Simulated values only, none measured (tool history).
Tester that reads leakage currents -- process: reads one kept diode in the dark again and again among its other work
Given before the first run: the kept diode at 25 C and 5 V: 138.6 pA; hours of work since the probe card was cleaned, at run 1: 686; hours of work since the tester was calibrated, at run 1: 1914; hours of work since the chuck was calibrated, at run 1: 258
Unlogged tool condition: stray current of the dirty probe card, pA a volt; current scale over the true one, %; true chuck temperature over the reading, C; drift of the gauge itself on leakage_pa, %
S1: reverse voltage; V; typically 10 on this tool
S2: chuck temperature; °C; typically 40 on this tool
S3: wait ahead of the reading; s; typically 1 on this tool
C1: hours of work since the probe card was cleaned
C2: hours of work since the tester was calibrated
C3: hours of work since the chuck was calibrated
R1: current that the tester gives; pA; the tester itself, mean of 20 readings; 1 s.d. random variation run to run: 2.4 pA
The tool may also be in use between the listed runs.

Run 1, hour 0: usual settings; C1 686; C2 1914; C3 258. Result: R1 771.31 pA.
Run 2, hour 67.3: usual settings but S3 1.74 s; C1 734; C2 1962; C3 306. Result: R1 767.76 pA.
Run 3, hour 106: usual settings; C1 762; C2 1990; C3 334. Result: R1 766.09 pA.
Run 4, hour 192.2: usual settings; C1 823; C2 2052; C3 396. Result: R1 761.58 pA.
Run 5, hour 265.6: usual settings but S3 2.51 s; C1 876; C2 2104; C3 448. Result: R1 754.71 pA.
Run 6, hour 304.2: usual settings but S3 2.51 s; C1 904; C2 2132; C3 476. Result: R1 753.86 pA.
Run 7, hour 389.2: usual settings but S3 2.51 s; C1 964; C2 2193; C3 537. Result: R1 749.05 pA.
Run 8, hour 457: usual settings; C1 1013; C2 2241; C3 585. Result: R1 747.17 pA.
At hour 487.3: probe card cleaned and baked.
Run 9, hour 536.9: usual settings; C1 35; C2 2296; C3 640. Result: R1 743.41 pA.
Run 10, hour 601.4: usual settings; C1 82; C2 2342; C3 686. Result: R1 736.74 pA.
Run 11, hour 665.4: usual settings but S1 17.6 V, S2 56 °C; C1 127; C2 2388; C3 732. Result: R1 3775.51 pA.
Run 12, hour 712: usual settings but S1 17.6 V, S2 38 °C, S3 2.91 s; C1 161; C2 2421; C3 765. Result: R1 826.35 pA.
Run 13, hour 794.9: usual settings but S1 17.6 V, S2 38 °C, S3 2.91 s; C1 220; C2 2481; C3 824. Result: R1 818.91 pA.
Run 14, hour 842.9: usual settings but S1 4.4 V, S3 9.36 s; C1 254; C2 2515; C3 859. Result: R1 471.17 pA.
Run 15, hour 886.7: usual settings but S1 4.4 V, S3 9.36 s; C1 286; C2 2546; C3 890. Result: R1 469.06 pA.
Run 16, hour 943.9: usual settings but S1 4.4 V, S3 9.36 s; C1 327; C2 2587; C3 931. Result: R1 471.05 pA.
Run 17, hour 995.6: usual settings but S1 2.1 V, S3 0.36 s; C1 363; C2 2624; C3 968. Result: R1 318.11 pA.
Run 18, hour 1054.5: usual settings but S1 2.2 V, S2 29 °C, S3 0.96 s; C1 406; C2 2666; C3 1010. Result: R1 118.44 pA.

What does the tool deliver on the next run?
Run 19, hour 1100.8: usual settings but S2 20 °C, S3 5.33 s; C1 439; C2 2699; C3 1043. Result: R1 ?.

{"run 19": {"R1": 110.2}}
With no hidden state in the tool, this same run would have given R1 123.17 pA.

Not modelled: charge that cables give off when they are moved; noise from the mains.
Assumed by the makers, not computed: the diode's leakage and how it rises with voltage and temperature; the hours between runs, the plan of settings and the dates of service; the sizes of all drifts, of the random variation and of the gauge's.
